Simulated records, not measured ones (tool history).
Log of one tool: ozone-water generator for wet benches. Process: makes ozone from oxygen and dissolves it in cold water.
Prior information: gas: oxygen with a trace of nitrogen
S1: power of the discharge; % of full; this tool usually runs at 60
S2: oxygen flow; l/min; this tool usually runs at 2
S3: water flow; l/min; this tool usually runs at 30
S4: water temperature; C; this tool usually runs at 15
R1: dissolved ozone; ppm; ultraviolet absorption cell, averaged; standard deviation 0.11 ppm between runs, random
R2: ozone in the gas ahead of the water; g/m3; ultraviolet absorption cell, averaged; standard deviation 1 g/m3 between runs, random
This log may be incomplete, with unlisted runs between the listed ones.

run 1 day=0 | S1=60 S2=2 S3=30 S4=15 | R1=8.3 R2=177.9
run 2 day=6.575 | S1=60 S2=2 S3=30 S4=15 | R1=8 R2=177.3
run 3 day=12.354 | S1=60 S2=2 S3=30 S4=15 | R1=8 R2=177.1
-- day=13.683 water thermometer calibrated
run 4 day=19.629 | S1=60 S2=2 S3=30 S4=15 | R1=7.9 R2=176.2
run 5 day=26.138 | S1=60 S2=2 S3=30 S4=13 | R1=7.9 R2=177
run 6 day=33.421 | S1=60 S2=2 S3=30 S4=15 | R1=8 R2=173.8
run 7 day=40.892 | S1=60 S2=2 S3=30 S4=15 | R1=7.8 R2=175.8
run 8 day=46.138 | S1=60 S2=2 S3=30 S4=15 | R1=8 R2=173.7
run 9 day=50.75 | S1=60 S2=2 S3=30 S4=15 | R1=8.2 R2=174.9
run 10 day=57.521 | S1=60 S2=2 S3=30 S4=15 | R1=7.8 R2=173.3
-- day=63.308 contactor cleaned
run 11 day=63.612 | S1=60 S2=2 S3=30 S4=15 | R1=7.7 R2=172.5
run 12 day=67.175 | S1=60 S2=2 S3=30 S4=15 | R1=7.7 R2=174.1
run 13 day=75.179 | S1=42 S2=2 S3=30 S4=15 | R1=6.2 R2=137.9
run 14 day=80.088 | S1=42 S2=2 S3=30 S4=15 | R1=6 R2=136.4
run 15 day=87.8 | S1=42 S2=2 S3=30 S4=15 | R1=6 R2=137.6
run 16 day=95.262 | S1=42 S2=2 S3=30 S4=15 | R1=6.1 R2=136.2
-- day=97.962 contactor cleaned, once more
run 17 day=99.767 | S1=75 S2=2 S3=24 S4=15 | R1=11.5 R2=196
run 18 day=106.25 | S1=54 S2=3.48 S3=30 S4=15 | R1=8.7 R2=120.7
run 19 day=114.004 | S1=54 S2=3.48 S3=30 S4=14 | R1=8.8 R2=120.8
run 20 day=118.908 | S1=60 S2=1.46 S3=30 S4=14 | R1=7 R2=195
run 21 day=124.592 | S1=60 S2=1.12 S3=30 S4=16 | R1=6 R2=221.3
run 22 day=130.562 | S1=60 S2=1.12 S3=30 S4=16 | R1=5.8 R2=221
run 23 day=135.512 | S1=60 S2=1.47 S3=30 S4=15 | R1=6.8 R2=192.6
run 24 day=139.021 | S1=87 S2=2.99 S3=33 S4=21 | R1=9.5 R2=170.4
run 25 day=146.383 | S1=71 S2=1.32 S3=28 S4=21 | R1=7.4 R2=222.9
run 26 day=153.375 | S1=47 S2=2 S3=30 S4=15 | R1=6.6 R2=142.3
run 27 day=161.171 | S1=47 S2=2 S3=30 S4=15 | R1=6.5 R2=141.9
run 28 day=164.983 | S1=60 S2=2.24 S3=18 S4=15 | R1=13.1 R2=153.1
run 29 day=170.867 | S1=56 S2=2 S3=24 S4=15 | R1=9.2 R2=156.2
run 30 day=179.208 | S1=56 S2=2 S3=24 S4=15 | R1=9 R2=155.3

Run 31, settings as shown, results not yet in. Your forecast:
run 31 day=185.7 | S1=58 S2=2 S3=24 S4=15 | R1=? R2=?

{"run 31": {"R1": 9.2, "R2": 158.3}}
Minus the tool's unlogged condition, the same run would have read R1 10.5 ppm, R2 178.7 g/m3.
